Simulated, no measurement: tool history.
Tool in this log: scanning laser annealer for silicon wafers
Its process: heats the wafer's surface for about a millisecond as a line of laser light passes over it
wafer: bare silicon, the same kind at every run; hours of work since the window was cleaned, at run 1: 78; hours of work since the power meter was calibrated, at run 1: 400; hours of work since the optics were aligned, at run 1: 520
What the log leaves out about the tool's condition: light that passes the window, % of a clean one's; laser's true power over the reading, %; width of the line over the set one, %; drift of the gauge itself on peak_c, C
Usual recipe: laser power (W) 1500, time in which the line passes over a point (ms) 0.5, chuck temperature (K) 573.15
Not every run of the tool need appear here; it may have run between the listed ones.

| run | day | laser power (W) | time in which the line passes over a point (ms) | chuck temperature (K) | hours of work since the window was cleaned | hours of work since the power meter was calibrated | hours of work since the optics were aligned | highest temperature of the surface (K) |
|---|---|---|---|---|---|---|---|---|
| 1 | 0 | 1500 | 0.5 | 573.15 | 78 | 400 | 520 | 1271.15 |
| 2 | 0.425 | 1500 | 0.467 | 573.15 | 86 | 407 | 527 | 1242.15 |
| 3 | 1.271 | 1500 | 0.5 | 573.15 | 100 | 422 | 542 | 1271.15 |
| 4 | 2.104 | 1500 | 0.5 | 573.15 | 114 | 436 | 556 | 1269.15 |
| 5 | 2.771 | 1500 | 0.5 | 573.15 | 126 | 447 | 567 | 1270.15 |
| 6 | 3.521 | 1500 | 0.468 | 573.15 | 139 | 460 | 580 | 1243.15 |
| 7 | 4.233 | 1500 | 0.5 | 573.15 | 151 | 472 | 592 | 1263.15 |
| 8 | 4.879 | 1500 | 0.469 | 610.15 | 162 | 483 | 603 | 1279.15 |
| 9 | 5.421 | 1500 | 0.469 | 610.15 | 171 | 493 | 613 | 1277.15 |
| 10 | 6.242 | 1281 | 0.353 | 602.15 | 185 | 507 | 627 | 1081.15 |
| 11 | 6.879 | 1570 | 0.375 | 606.15 | 196 | 518 | 638 | 1219.15 |
| 12 | 7.504 | 1345 | 0.48 | 550.15 | 207 | 528 | 649 | 1152.15 |
| 13 | 8.042 | 1606 | 0.518 | 558.15 | 216 | 538 | 658 | 1307.15 |

Below, some changes in highest temperature of the surface (K) between adjacent runs. For each, the amount present without the hidden state too (settings, incoming material, random variation) and the amount remaining for the hidden state with gauge scatter not shared by both compared results:
Run 9 -> 10: laser power (W) 1500 -> 1281, time in which the line passes over a point (ms) 0.469 -> 0.353, chuck temperature (K) 610.15 -> 602.15. highest temperature of the surface (K) -196: hidden state +5, all else -201.
Run 12 -> 13: laser power (W) 1345 -> 1606, time in which the line passes over a point (ms) 0.48 -> 0.518, chuck temperature (K) 550.15 -> 558.15. highest temperature of the surface (K) +155: hidden state -7, all else +162.
